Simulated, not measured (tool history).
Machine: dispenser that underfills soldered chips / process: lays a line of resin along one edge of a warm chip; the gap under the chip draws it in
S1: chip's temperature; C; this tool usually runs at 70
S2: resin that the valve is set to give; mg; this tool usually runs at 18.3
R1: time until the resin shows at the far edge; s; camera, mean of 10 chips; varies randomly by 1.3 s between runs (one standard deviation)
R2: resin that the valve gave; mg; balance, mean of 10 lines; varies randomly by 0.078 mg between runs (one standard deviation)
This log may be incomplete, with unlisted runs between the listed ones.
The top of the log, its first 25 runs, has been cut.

run	hour	S1	S2	R1	R2
# hour 246.9: new syringe of resin
26	258.7	81	18.0	161.4	17.43
# hour 261.9: new syringe of resin
27	268.8	61	18.2	309.4	17.83
# hour 277.3: new syringe of resin
28	283.2	61	18.2	299.2	17.71
# hour 291.9: new syringe of resin
29	294.8	69	18.3	168.6	17.61
# hour 304.1: dispensing valve cleaned and set on the balance
30	305.8	69	21.8	288.8	21.81
# hour 308.3: new syringe of resin
31	316.6	77	19.6	157.0	19.55
# hour 322.8: new syringe of resin
32	328.1	77	19.6	129.8	19.33
# hour 337.4: new syringe of resin
33	340.7	59	21.1	277.5	20.78
# hour 351.8: new syringe of resin
34	353.7	59	21.1	260.6	20.73
35	363.5	84	21.1	141.6	20.72

Forecast each of these 4 alternatives for the next run:
# hour 367.3: new syringe of resin
A	369.8	62	21.1	?	?
# hour 367.3: new syringe of resin
B	369.8	70	23.6	?	?
# hour 367.3: new syringe of resin
C	369.8	58	21.1	?	?
# hour 367.3: new syringe of resin
D	369.8	84	19.5	?	?

run	R1	R2
A	229.7	20.64
B	156.2	23.01
C	282.2	20.36
D	83.9	18.84
Take away the tool's hidden state, keep each run's random variation, and the runs would have read:
run	R1	R2
A	185.4	21.24
B	126.7	23.68
C	227.4	20.95
D	68.2	19.39
